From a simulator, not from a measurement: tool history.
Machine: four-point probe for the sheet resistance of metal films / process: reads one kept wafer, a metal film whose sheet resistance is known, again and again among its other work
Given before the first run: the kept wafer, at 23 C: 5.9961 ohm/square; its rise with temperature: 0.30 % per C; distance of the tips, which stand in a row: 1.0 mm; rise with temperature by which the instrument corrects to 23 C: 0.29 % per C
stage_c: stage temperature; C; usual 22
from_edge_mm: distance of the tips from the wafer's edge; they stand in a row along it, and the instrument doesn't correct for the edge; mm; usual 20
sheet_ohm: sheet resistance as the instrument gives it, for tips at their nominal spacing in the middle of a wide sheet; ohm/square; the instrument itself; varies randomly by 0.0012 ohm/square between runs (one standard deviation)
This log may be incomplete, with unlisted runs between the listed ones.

run   hour  stage_c  from_edge_mm  sheet_ohm
  1      0       22            20   6.023531
  2     17       22            20   6.020544
  3   50.5       22            10   6.047145
  4   77.1       22            10   6.047861
  5    103       22            10   6.046065
  6  118.5       22            20   6.022202
  7  143.5       22            20   6.021095
  8  165.8       22            20   6.023279
  9    198       22            20   6.023295
 10  211.8       22            20   6.022449
 11  232.7       22            20    6.02131
 12  254.1       22            20   6.022741
 13  269.7       22            20    6.02294
 14  290.8       22            20    6.02042
 15    314       22            20   6.023441
 16  330.2       22             3   6.351187
 17  359.7       22             3    6.35142
       362  -- stage's thermometer calibrated
 18  378.4       19             3   6.354568
 19  403.2       19             3   6.351874
 20  427.4       19             3   6.353465
 21  455.7       27             7   6.083692
 22  471.5       27             7   6.081805
 23  492.8       24             7   6.080144
     519.2  -- stage's thermometer calibrated, once more
 24  525.1       27            53   6.006288
 25  544.5       21            68   6.002143
 26    573       35            20    6.01222
 27    592       35            20   6.013388
 28  621.5       35            20   6.012758
 29  641.1       19            25   6.007088
 30  668.4       28             9   6.040715
 31  692.6       20            20   6.005782
 32  710.9       19            43    6.00086
 33  738.1       19            43   6.001559
 34  753.2       19            43   6.002939
 35  783.9       28            27   6.006521
 36  799.6       26            26   6.005161
 37  816.8       21            25   6.005916
 38  832.7       19            40    5.99966
 39  861.6       18            20    6.00788

Branching from run 39: 4 alternative next runs. What would each branch give?
  A   885       18            62          ?
  B   885       18            21          ?
  C   885       30            17          ?
  D   885       20            20          ?

run  sheet_ohm
  A   5.998834
  B   6.008221
  C   6.013443
  D   6.007935
What these runs would have given with no unlogged condition in the tool:
run  sheet_ohm
  A   5.993953
  B   6.003333
  C   6.008663
  D   6.003066
